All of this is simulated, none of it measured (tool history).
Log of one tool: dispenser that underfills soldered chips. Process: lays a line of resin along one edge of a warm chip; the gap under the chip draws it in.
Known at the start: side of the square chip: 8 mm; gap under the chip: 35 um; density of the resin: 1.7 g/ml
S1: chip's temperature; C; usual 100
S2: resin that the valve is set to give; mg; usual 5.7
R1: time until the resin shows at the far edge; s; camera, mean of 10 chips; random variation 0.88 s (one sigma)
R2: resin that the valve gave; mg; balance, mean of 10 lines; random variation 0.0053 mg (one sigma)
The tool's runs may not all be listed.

| run | day | S1 | S2 | R1 | R2 |
|---|---|---|---|---|---|
| 1 | 0 | 100 | 5.7 | 134.7 | 5.603 |
|  | 0.217 | dispensing valve cleaned and set on the balance |
| 2 | 0.388 | 92 | 5.7 | 281.5 | 5.69 |
|  | 0.5 | new syringe of resin |
| 3 | 0.8 | 100 | 6.17 | 125 | 6.135 |
| 4 | 1.121 | 100 | 6.17 | 199.7 | 6.127 |
|  | 1.262 | new syringe of resin |
| 5 | 1.404 | 100 | 6.17 | 98.2 | 6.128 |
| 6 | 1.896 | 100 | 6.17 | 196.3 | 6.097 |
|  | 2.042 | new syringe of resin |
| 7 | 2.271 | 103 | 6.17 | 105 | 6.088 |
| 8 | 2.604 | 103 | 6.17 | 165.9 | 6.075 |
|  | 2.8 | new syringe of resin |
| 9 | 2.958 | 94 | 5.34 | 129.5 | 5.244 |
| 10 | 3.283 | 98 | 5.34 | 180.9 | 5.239 |
|  | 3.358 | dispensing valve cleaned and set on the balance |
|  | 3.617 | new syringe of resin |
| 11 | 3.683 | 98 | 5.34 | 97.1 | 5.339 |
| 12 | 4.167 | 100 | 7.25 | 175.4 | 7.229 |
|  | 4.396 | new syringe of resin |
| 13 | 4.525 | 100 | 7.25 | 100 | 7.207 |
| 14 | 5.029 | 89 | 4.85 | 298.7 | 4.808 |
|  | 5.15 | new syringe of resin |
| 15 | 5.383 | 91 | 5.18 | 157 | 5.126 |
|  | 5.917 | new syringe of resin |
| 16 | 5.917 | 91 | 5.18 | 115.2 | 5.103 |

Forecast each of these 4 alternatives for the next run:
| A | 6.179 | 108 | 5.32 | ? | ? |
| B | 6.179 | 113 | 5.7 | ? | ? |
| C | 6.179 | 96 | 6.17 | ? | ? |
| D | 6.179 | 90 | 6.66 | ? | ? |

| run | R1 | R2 |
|---|---|---|
| A | 99.2 | 5.227 |
| B | 85.4 | 5.609 |
| C | 138.4 | 6.079 |
| D | 164.1 | 6.552 |
Without the tool's hidden state the same runs would have given:
| run | R1 | R2 |
|---|---|---|
| A | 66 | 5.311 |
| B | 57.2 | 5.699 |
| C | 92.4 | 6.176 |
| D | 109.5 | 6.657 |
